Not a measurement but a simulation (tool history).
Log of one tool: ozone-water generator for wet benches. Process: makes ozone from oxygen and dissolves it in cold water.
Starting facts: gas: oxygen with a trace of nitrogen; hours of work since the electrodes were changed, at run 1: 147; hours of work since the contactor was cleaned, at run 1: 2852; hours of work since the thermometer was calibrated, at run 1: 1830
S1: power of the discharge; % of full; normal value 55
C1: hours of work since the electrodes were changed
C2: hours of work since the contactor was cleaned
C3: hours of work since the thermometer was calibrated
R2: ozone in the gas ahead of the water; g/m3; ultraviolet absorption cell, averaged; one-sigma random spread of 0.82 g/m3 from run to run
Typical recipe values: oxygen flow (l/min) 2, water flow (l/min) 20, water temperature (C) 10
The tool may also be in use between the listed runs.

{"run": 1, "day": 0.0, "S1": 55, "oxygen flow (l/min)": 2, "water flow (l/min)": 20, "water temperature (C)": 10, "C1": 147, "C2": 2852, "C3": 1830, "dissolved ozone (ppm)": 8.58, "R2": 135}
{"run": 2, "day": 0.817, "S1": 55, "oxygen flow (l/min)": 2, "water flow (l/min)": 20, "water temperature (C)": 10, "C1": 166, "C2": 2870, "C3": 1849, "dissolved ozone (ppm)": 8.56, "R2": 136}
{"run": 3, "day": 2.133, "S1": 55, "oxygen flow (l/min)": 2, "water flow (l/min)": 20, "water temperature (C)": 10, "C1": 196, "C2": 2900, "C3": 1879, "dissolved ozone (ppm)": 8.68, "R2": 135.6}
{"run": 4, "day": 4.0, "S1": 55, "oxygen flow (l/min)": 2, "water flow (l/min)": 20, "water temperature (C)": 10, "C1": 238, "C2": 2942, "C3": 1921, "dissolved ozone (ppm)": 8.63, "R2": 134.7}
{"run": 5, "day": 5.479, "S1": 55, "oxygen flow (l/min)": 2, "water flow (l/min)": 20, "water temperature (C)": 10, "C1": 272, "C2": 2976, "C3": 1954, "dissolved ozone (ppm)": 8.77, "R2": 134.2}
{"run": 6, "day": 6.929, "S1": 55, "oxygen flow (l/min)": 2, "water flow (l/min)": 15, "water temperature (C)": 10, "C1": 304, "C2": 3009, "C3": 1987, "dissolved ozone (ppm)": 11.28, "R2": 137.4}
{"run": 7, "day": 8.271, "S1": 55, "oxygen flow (l/min)": 2, "water flow (l/min)": 15, "water temperature (C)": 10, "C1": 335, "C2": 3039, "C3": 2018, "dissolved ozone (ppm)": 11.16, "R2": 134.4}
{"run": 8, "day": 10.058, "S1": 55, "oxygen flow (l/min)": 2, "water flow (l/min)": 20, "water temperature (C)": 10, "C1": 375, "C2": 3080, "C3": 2058, "dissolved ozone (ppm)": 8.53, "R2": 134.6}
{"run": 9, "day": 11.042, "S1": 55, "oxygen flow (l/min)": 2, "water flow (l/min)": 20, "water temperature (C)": 10, "C1": 398, "C2": 3102, "C3": 2080, "dissolved ozone (ppm)": 8.58, "R2": 136.1}
{"run": 10, "day": 12.625, "S1": 55, "oxygen flow (l/min)": 2, "water flow (l/min)": 19, "water temperature (C)": 10, "C1": 434, "C2": 3138, "C3": 2116, "dissolved ozone (ppm)": 8.86, "R2": 134.1}
{"run": 11, "day": 14.304, "S1": 55, "oxygen flow (l/min)": 2, "water flow (l/min)": 19, "water temperature (C)": 10, "C1": 472, "C2": 3176, "C3": 2154, "dissolved ozone (ppm)": 9.09, "R2": 134.7}
{"run": 12, "day": 15.588, "S1": 55, "oxygen flow (l/min)": 2, "water flow (l/min)": 19, "water temperature (C)": 10, "C1": 501, "C2": 3205, "C3": 2183, "dissolved ozone (ppm)": 8.95, "R2": 133.9}
{"run": 13, "day": 16.571, "S1": 55, "oxygen flow (l/min)": 2, "water flow (l/min)": 19, "water temperature (C)": 10, "C1": 523, "C2": 3227, "C3": 2206, "dissolved ozone (ppm)": 8.93, "R2": 135.8}
{"run": 14, "day": 18.467, "S1": 55, "oxygen flow (l/min)": 2, "water flow (l/min)": 20, "water temperature (C)": 12, "C1": 566, "C2": 3270, "C3": 2249, "dissolved ozone (ppm)": 8.5, "R2": 134.6}
{"run": 15, "day": 19.625, "S1": 55, "oxygen flow (l/min)": 2, "water flow (l/min)": 18, "water temperature (C)": 12, "C1": 592, "C2": 3297, "C3": 2275, "dissolved ozone (ppm)": 9.34, "R2": 135}
{"run": 16, "day": 21.192, "S1": 70, "oxygen flow (l/min)": 2, "water flow (l/min)": 18, "water temperature (C)": 12, "C1": 628, "C2": 3332, "C3": 2310, "dissolved ozone (ppm)": 11.11, "R2": 160.9}

Run 17 comes next. What will it give?
{"day": 21.579, "done": "contactor cleaned"}
{"run": 17, "day": 22.262, "S1": 70, "oxygen flow (l/min)": 2, "water flow (l/min)": 18, "water temperature (C)": 12, "C1": 648, "C2": 16, "C3": 2331, "dissolved ozone (ppm)": "?", "R2": "?"}

Run 17 measured dissolved ozone (ppm) 11.61, R2 160.9 g/m3.
With the hidden condition absent and the run-to-run variation left alone, this run would have shown dissolved ozone (ppm) 11.76, R2 162.6 g/m3.

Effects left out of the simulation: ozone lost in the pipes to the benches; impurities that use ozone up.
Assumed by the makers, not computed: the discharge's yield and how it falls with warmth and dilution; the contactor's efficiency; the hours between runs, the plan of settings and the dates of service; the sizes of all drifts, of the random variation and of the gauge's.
